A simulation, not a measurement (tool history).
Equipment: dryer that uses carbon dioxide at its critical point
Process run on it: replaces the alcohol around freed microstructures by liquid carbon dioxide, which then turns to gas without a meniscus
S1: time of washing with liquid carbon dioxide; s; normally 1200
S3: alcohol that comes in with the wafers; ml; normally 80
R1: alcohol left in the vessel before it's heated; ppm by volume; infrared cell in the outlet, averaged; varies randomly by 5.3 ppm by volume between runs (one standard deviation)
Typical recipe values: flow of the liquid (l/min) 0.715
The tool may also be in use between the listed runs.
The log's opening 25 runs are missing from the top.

Run 26, hour 1330.5: usual settings but S1 1260 s, flow of the liquid (l/min) 0.843, S3 42 ml. Result: R1 41 ppm by volume.
Run 27, hour 1377.7: usual settings but S1 1080 s, S3 98 ml. Result: R1 336 ppm by volume.
Run 28, hour 1418.1: usual settings but S1 1800 s. Result: R1 36 ppm by volume.
Run 29, hour 1464.1: usual settings but flow of the liquid (l/min) 0.917, S3 111 ml. Result: R1 77 ppm by volume.
Run 30, hour 1530.8: usual settings but flow of the liquid (l/min) 0.749, S3 40 ml. Result: R1 104 ppm by volume.
Run 31, hour 1564: usual settings but S1 780 s, flow of the liquid (l/min) 0.749, S3 40 ml. Result: R1 497 ppm by volume.
Run 32, hour 1626.4: usual settings but S1 1500 s, flow of the liquid (l/min) 0.528. Result: R1 289 ppm by volume.
Run 33, hour 1679.3: usual settings but S1 1500 s, flow of the liquid (l/min) 0.528. Result: R1 310 ppm by volume.
Run 34, hour 1742.4: usual settings but S1 780 s, flow of the liquid (l/min) 0.703. Result: R1 1251 ppm by volume.
Run 35, hour 1789.4: usual settings but S1 1320 s, flow of the liquid (l/min) 0.703, S3 27 ml. Result: R1 114 ppm by volume.
Run 36, hour 1838.8: usual settings but S1 1320 s, flow of the liquid (l/min) 0.836. Result: R1 121 ppm by volume.

4 ways to go on from here, each from the tool as it stands after run 36. What would each give?
Run A, hour 1904.6: usual settings but S1 1440 s, flow of the liquid (l/min) 0.694, S3 49 ml. Result: R1 ?.
Run B, hour 1904.6: usual settings but S1 1620 s, flow of the liquid (l/min) 0.836. Result: R1 ?.
Run C, hour 1904.6: usual settings but S3 84 ml. Result: R1 ?.
Run D, hour 1904.6: usual settings but S1 900 s, S3 116 ml. Result: R1 ?.

run    R1
  A   138
  B    99
  C   300
  D  1113
Had the tool no hidden state, the same runs would have come out as:
run   R1
  A   32
  B    4
  C  134
  D  727
